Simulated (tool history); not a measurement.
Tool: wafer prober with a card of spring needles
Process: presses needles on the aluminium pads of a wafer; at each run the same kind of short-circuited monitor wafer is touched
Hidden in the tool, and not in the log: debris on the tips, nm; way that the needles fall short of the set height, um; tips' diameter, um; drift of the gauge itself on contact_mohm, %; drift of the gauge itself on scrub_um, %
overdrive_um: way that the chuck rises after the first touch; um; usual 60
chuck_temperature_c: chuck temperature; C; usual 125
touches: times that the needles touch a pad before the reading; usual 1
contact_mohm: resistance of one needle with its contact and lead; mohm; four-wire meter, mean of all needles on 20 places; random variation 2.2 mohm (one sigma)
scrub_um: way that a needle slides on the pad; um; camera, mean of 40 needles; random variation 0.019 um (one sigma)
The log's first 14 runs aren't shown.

run,hour,overdrive_um,chuck_temperature_c,touches,touches since the tips were cleaned,cleanings since the card got new needles,touches since the first contact's height was set,contact_mohm,scrub_um
15,115.9,60,125,1,2379,11,55878,294,15.18
16,126.2,60,125,1,4497,11,57996,295,15.15
# hour 128.8: tips cleaned on abrasive film
17,130.7,60,125,1,400,12,58922,276,15.12
18,137.2,49,57,3,1732,12,60254,260,12.24
19,142.8,41,90,2,2881,12,61403,290,10.19
# hour 152.9: tips cleaned on abrasive film
20,153.4,60,62,1,105,13,63560,257,15.08
21,157.7,60,62,1,989,13,64444,262,15.11
22,168.2,60,62,1,3163,13,66618,278,15.1
23,173.7,60,62,1,4292,13,67747,288,15.09
# hour 177.3: tips cleaned on abrasive film
24,178.7,63,63,2,279,14,68750,254,15.88
25,183.2,53,25,3,1217,14,69688,250,13.27
26,190.2,43,68,1,2655,14,71126,301,10.65
27,200.1,43,68,1,4688,14,73159,316,10.65
# hour 202: tips cleaned on abrasive film
28,205,43,68,1,623,15,74143,273,10.64
29,211.2,79,63,1,1911,15,75431,263,19.97
30,217.6,55,104,1,3213,15,76733,295,13.74
# hour 226: tips cleaned on abrasive film
31,227.3,55,104,1,275,16,78716,272,13.71
32,234.1,72,100,1,1670,16,80111,278,18.18
33,241.2,63,82,1,3144,16,81585,282,15.83
34,246.3,63,82,1,4190,16,82631,291,15.8

3 ways to go on from here, each from the tool as it stands after run 34. What would each give?
# hour 250.4: tips cleaned on abrasive film
A,255.7,60,95,1,1079,17,84537,?,?
# hour 250.4: tips cleaned on abrasive film
B,255.7,63,82,2,1079,17,84537,?,?
# hour 250.4: tips cleaned on abrasive film
C,255.7,54,32,2,1079,17,84537,?,?

run,contact_mohm,scrub_um
A,274,15
B,264,15.76
C,254,13.41
Without the tool's hidden state the same runs would have given:
run,contact_mohm,scrub_um
A,259,15.63
B,256,16.39
C,243,14.04

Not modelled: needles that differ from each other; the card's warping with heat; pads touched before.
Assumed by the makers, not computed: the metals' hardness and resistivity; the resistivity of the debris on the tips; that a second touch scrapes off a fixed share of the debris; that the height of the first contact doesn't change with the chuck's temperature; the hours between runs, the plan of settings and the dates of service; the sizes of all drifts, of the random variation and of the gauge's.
